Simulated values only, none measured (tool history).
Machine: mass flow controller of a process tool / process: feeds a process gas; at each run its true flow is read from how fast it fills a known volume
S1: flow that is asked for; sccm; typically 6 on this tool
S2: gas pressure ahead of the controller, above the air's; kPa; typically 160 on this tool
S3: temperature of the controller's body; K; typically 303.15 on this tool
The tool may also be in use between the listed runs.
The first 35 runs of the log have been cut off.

{"run": 36, "hour": 9085.8, "S1": 7, "S2": 223, "S3": 296.15, "true flow (%)": 97.36}
{"run": 37, "hour": 9382.2, "S1": 4, "S2": 180, "S3": 297.15, "true flow (%)": 96.94}
{"run": 38, "hour": 9687.0, "S1": 2, "S2": 152, "S3": 308.15, "true flow (%)": 96.27}
{"run": 39, "hour": 9942.6, "S1": 6, "S2": 251, "S3": 304.15, "true flow (%)": 96.46}
{"run": 40, "hour": 10102.8, "S1": 6, "S2": 251, "S3": 311.15, "true flow (%)": 96.01}
{"run": 41, "hour": 10456.8, "S1": 9, "S2": 253, "S3": 303.15, "true flow (%)": 96.38}
{"hour": 10525.6, "done": "controller's zero set anew"}
{"run": 42, "hour": 10692.8, "S1": 9, "S2": 253, "S3": 303.15, "true flow (%)": 96.33}
{"run": 43, "hour": 10942.9, "S1": 9, "S2": 253, "S3": 303.15, "true flow (%)": 96.22}
{"run": 44, "hour": 11170.8, "S1": 7, "S2": 251, "S3": 296.15, "true flow (%)": 96.29}

What if the next run were any one of these 3? Each begins from the tool's condition after run 44:
{"run": "A", "hour": 11454.8, "S1": 6, "S2": 223, "S3": 303.15, "true flow (%)": "?"}
{"run": "B", "hour": 11454.8, "S1": 6, "S2": 160, "S3": 294.15, "true flow (%)": "?"}
{"run": "C", "hour": 11454.8, "S1": 7, "S2": 216, "S3": 307.15, "true flow (%)": "?"}

run=A true_flow_(%)=95.87
run=B true_flow_(%)=96.47
run=C true_flow_(%)=95.68
Without the tool's hidden state the same runs would have given:
run=A true_flow_(%)=98.9
run=B true_flow_(%)=99.52
run=C true_flow_(%)=98.71
